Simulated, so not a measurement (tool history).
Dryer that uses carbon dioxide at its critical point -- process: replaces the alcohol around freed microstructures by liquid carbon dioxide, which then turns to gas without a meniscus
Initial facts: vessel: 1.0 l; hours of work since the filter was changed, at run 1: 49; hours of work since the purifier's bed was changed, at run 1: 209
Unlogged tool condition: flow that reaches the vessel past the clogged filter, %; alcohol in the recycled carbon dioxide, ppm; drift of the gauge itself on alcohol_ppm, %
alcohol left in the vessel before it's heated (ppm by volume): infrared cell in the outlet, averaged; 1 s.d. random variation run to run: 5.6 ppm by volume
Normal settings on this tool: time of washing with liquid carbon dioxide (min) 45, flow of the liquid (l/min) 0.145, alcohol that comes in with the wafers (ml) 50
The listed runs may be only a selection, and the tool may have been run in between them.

| run | day | time of washing with liquid carbon dioxide (min) | flow of the liquid (l/min) | alcohol that comes in with the wafers (ml) | hours of work since the filter was changed | hours of work since the purifier's bed was changed | alcohol left in the vessel before it's heated (ppm by volume) |
|---|---|---|---|---|---|---|---|
| 1 | 0.000 | 45 | 0.145 | 50 | 49 | 209 | 249 |
| 2 | 1.242 | 45 | 0.208 | 50 | 59 | 219 | 102 |
| 3 | 2.238 | 45 | 0.208 | 50 | 67 | 226 | 101 |
| 4 | 3.604 | 45 | 0.208 | 50 | 77 | 237 | 99 |
| 5 | 4.883 | 45 | 0.208 | 50 | 87 | 247 | 96 |
| 6 | 5.904 | 45 | 0.208 | 50 | 95 | 255 | 110 |
| 7 | 7.558 | 45 | 0.208 | 50 | 108 | 268 | 104 |
| 8 | 8.892 | 45 | 0.208 | 50 | 118 | 278 | 119 |
| 9 | 9.825 | 45 | 0.145 | 50 | 126 | 285 | 275 |
| 10 | 11.204 | 45 | 0.145 | 50 | 136 | 296 | 281 |
| 11 | 12.379 | 45 | 0.145 | 50 | 146 | 305 | 277 |
| 12 | 13.671 | 45 | 0.145 | 50 | 156 | 315 | 296 |
| 13 | 14.379 | 45 | 0.145 | 50 | 161 | 321 | 298 |
| 14 | 15.808 | 45 | 0.145 | 93 | 172 | 332 | 462 |
| 15 | 17.258 | 45 | 0.145 | 93 | 183 | 343 | 484 |
| 16 | 18.396 | 45 | 0.145 | 28 | 192 | 352 | 222 |
| 17 | 19.096 | 45 | 0.145 | 50 | 198 | 358 | 317 |
| 18 | 20.554 | 45 | 0.110 | 50 | 209 | 369 | 889 |
| 19 | 21.321 | 45 | 0.145 | 50 | 215 | 375 | 327 |
| 20 | 22.658 | 45 | 0.145 | 50 | 225 | 385 | 332 |
| 21 | 23.900 | 45 | 0.145 | 50 | 235 | 395 | 339 |
| 22 | 25.492 | 45 | 0.145 | 50 | 247 | 407 | 333 |
| 23 | 26.871 | 45 | 0.137 | 50 | 258 | 418 | 407 |
| 24 | 28.071 | 64 | 0.134 | 50 | 267 | 427 | 185 |
| 25 | 29.738 | 64 | 0.134 | 50 | 280 | 440 | 185 |
| 26 | 30.483 | 36 | 0.134 | 50 | 286 | 446 | 1026 |
| 27 | 31.179 | 47 | 0.134 | 46 | 292 | 451 | 397 |
| 28 | 32.108 | 48 | 0.134 | 82 | 299 | 459 | 522 |
| 29 | 33.275 | 61 | 0.112 | 90 | 308 | 468 | 444 |
| 30 | 34.046 | 61 | 0.112 | 90 | 314 | 474 | 443 |
| 31 | 35.638 | 38 | 0.107 | 52 | 326 | 486 | 1873 |
| 32 | 36.883 | 38 | 0.107 | 52 | 336 | 496 | 1893 |
| 33 | 38.083 | 38 | 0.117 | 56 | 345 | 505 | 1522 |
| 34 | 39.117 | 51 | 0.145 | 89 | 353 | 513 | 359 |
| 35 | 40.662 | 51 | 0.145 | 89 | 365 | 525 | 377 |

Run 36 comes next. What will it give?
| 36 | 41.517 | 55 | 0.145 | 28 | 372 | 532 | ? |

For run 36 the tool returned alcohol left in the vessel before it's heated (ppm by volume) 212.
Take away the tool's hidden state, keep the run-to-run variation as it was, and the same run would have given alcohol left in the vessel before it's heated (ppm by volume) 29.
